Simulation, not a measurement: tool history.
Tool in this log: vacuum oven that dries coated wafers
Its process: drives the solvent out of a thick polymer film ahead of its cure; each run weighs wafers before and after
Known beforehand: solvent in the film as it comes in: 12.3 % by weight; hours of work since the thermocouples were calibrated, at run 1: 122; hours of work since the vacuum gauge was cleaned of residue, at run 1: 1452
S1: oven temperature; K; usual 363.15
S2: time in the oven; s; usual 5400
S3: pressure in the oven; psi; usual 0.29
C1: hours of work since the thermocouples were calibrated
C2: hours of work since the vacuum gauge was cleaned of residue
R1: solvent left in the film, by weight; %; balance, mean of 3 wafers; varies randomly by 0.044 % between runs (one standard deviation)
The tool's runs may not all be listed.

run,hour,S1,S2,S3,C1,C2,R1
1,0,363.15,5400,0.29,122,1452,1.78
2,63.1,363.15,5400,0.29,167,1498,1.78
3,104.4,361.15,5400,0.29,198,1528,2.17
4,161.1,363.15,5400,0.29,239,1569,1.86
5,219.1,363.15,5400,0.29,281,1611,1.79
6,277.1,363.15,5400,0.29,323,1653,1.75
7,334.1,363.15,5400,0.29,365,1695,1.8
8,377.9,363.15,5400,0.29,397,1727,1.84
9,410.4,363.15,5400,0.29,420,1750,1.85
10,473.1,363.15,5400,0.29,466,1796,1.89
11,509.6,363.15,5400,0.197,492,1823,1.48
12,536.7,363.15,5400,0.197,512,1842,1.53
13,588.6,363.15,5400,0.197,550,1880,1.55
14,630.2,363.15,4620,0.29,580,1910,2.15
15,672.7,363.15,5400,0.29,611,1941,1.95
16,720.4,363.15,5400,0.29,646,1976,1.89
17,750.1,363.15,5400,0.29,667,1998,1.93
18,784.8,363.15,5400,0.29,693,2023,1.96
19,831.2,363.15,5400,0.29,726,2057,1.87
20,879.9,363.15,5760,0.29,762,2092,1.88
21,944.9,363.15,5400,0.426,809,2139,2.43
22,983.6,363.15,5400,0.426,837,2167,2.47
# hour 1022.7: vacuum gauge cleaned of residue and calibrated
23,1028.9,363.15,5400,0.426,869,5,2.33
24,1071.3,363.15,3960,0.426,900,35,2.97
25,1116,363.15,4680,0.29,933,68,2.21
26,1165.8,362.15,4680,0.215,969,104,2.08
27,1208,360.15,5400,0.29,999,135,2.47
28,1250.3,360.15,5400,0.29,1030,166,2.57
29,1312.9,360.15,5400,0.29,1076,211,2.53

Run 30, settings as shown, results not yet in. Your forecast:
30,1352.9,360.15,5400,0.29,1105,240,?

For run 30 the tool returned R1 2.56 %.
If the tool had no hidden condition, the same run with the same run-to-run variation would have returned R1 2.21 %.
